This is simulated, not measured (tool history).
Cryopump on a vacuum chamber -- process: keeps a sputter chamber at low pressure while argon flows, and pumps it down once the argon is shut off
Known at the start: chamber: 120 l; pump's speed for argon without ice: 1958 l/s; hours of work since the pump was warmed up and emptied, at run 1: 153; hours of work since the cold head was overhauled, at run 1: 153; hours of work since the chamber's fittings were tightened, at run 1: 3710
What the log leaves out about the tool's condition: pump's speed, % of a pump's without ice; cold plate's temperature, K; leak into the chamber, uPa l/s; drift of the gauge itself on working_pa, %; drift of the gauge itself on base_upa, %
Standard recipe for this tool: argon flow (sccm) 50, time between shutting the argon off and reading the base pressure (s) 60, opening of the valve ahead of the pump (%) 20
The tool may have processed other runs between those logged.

run,day,argon flow (sccm),time between shutting the argon off and reading the base pressure (s),opening of the valve ahead of the pump (%),hours of work since the pump was warmed up and emptied,hours of work since the cold head was overhauled,hours of work since the chamber's fittings were tightened,pressure while argon flows (Pa),pressure after the wait (uPa)
1,0.000,50,60,20,153,153,3710,0.2181,2.49
2,0.825,50,60,20,164,164,3721,0.2199,2.44
3,2.167,50,60,20,181,181,3738,0.2197,2.61
4,3.792,50,60,20,203,203,3760,0.2213,2.60
5,5.038,50,60,52,219,219,3776,0.0877,2.56
6,5.946,50,60,45,231,231,3788,0.1001,2.53
7,6.942,50,60,45,244,244,3801,0.1012,2.69
8,8.796,62,60,45,268,268,3825,0.1268,2.69
9,10.062,62,60,45,285,285,3842,0.1273,2.70
10,11.662,62,60,45,306,306,3863,0.1290,2.68
11,13.450,62,60,45,330,330,3887,0.1281,2.78
12,15.275,50,60,20,354,354,3911,0.2243,2.81
# day 16.538: leaking fittings of the chamber tightened, without venting
13,17.325,50,60,20,380,380,10,0.2256,0.63
14,18.204,50,87,20,391,391,22,0.2242,0.53
15,19.667,50,87,42,410,410,41,0.1131,0.49
16,20.667,50,87,42,423,423,54,0.1125,0.50
17,22.646,50,87,42,449,449,80,0.1140,0.54
18,23.571,50,100,20,462,462,92,0.2249,0.53
19,25.054,90,162,22,481,481,112,0.3721,0.46
20,26.654,50,60,15,502,502,133,0.2967,0.72
21,28.212,50,60,15,523,523,153,0.3002,0.73
22,29.704,42,60,20,542,542,173,0.1939,0.74
23,30.658,42,60,20,555,555,186,0.1915,0.76
24,31.771,42,60,20,569,569,200,0.1934,0.78
25,33.029,42,60,20,586,586,217,0.1947,0.81
26,34.675,34,167,20,608,608,238,0.1573,0.58
27,35.900,63,60,20,624,624,255,0.2919,0.85
# day 36.846: pump warmed up, emptied and cooled again
28,37.783,26,92,37,12,646,277,0.0614,0.57
29,39.508,26,92,37,35,668,299,0.0612,0.63
30,40.762,50,60,47,51,685,316,0.0926,0.75
31,41.946,91,231,52,67,700,331,0.1523,0.50
32,43.167,29,44,40,83,716,347,0.0649,0.94
33,44.671,84,226,26,103,736,367,0.2833,0.45
34,46.196,84,226,26,123,756,387,0.2837,0.49
35,47.358,50,60,43,138,772,402,0.1040,0.81

Alternative continuations, all from the tool just after run 35; predict every row:
A,49.154,50,22,31,162,795,426,?,?
B,49.154,92,271,17,162,795,426,?,?
C,49.154,50,95,15,162,795,426,?,?

run,pressure while argon flows (Pa),pressure after the wait (uPa)
A,0.1411,1.51
B,0.4720,0.51
C,0.2918,0.67
Stripped of hidden state, with their random variation kept, the same runs would have yielded:
run,pressure while argon flows (Pa),pressure after the wait (uPa)
A,0.1377,1.25
B,0.4656,0.25
C,0.2884,0.41

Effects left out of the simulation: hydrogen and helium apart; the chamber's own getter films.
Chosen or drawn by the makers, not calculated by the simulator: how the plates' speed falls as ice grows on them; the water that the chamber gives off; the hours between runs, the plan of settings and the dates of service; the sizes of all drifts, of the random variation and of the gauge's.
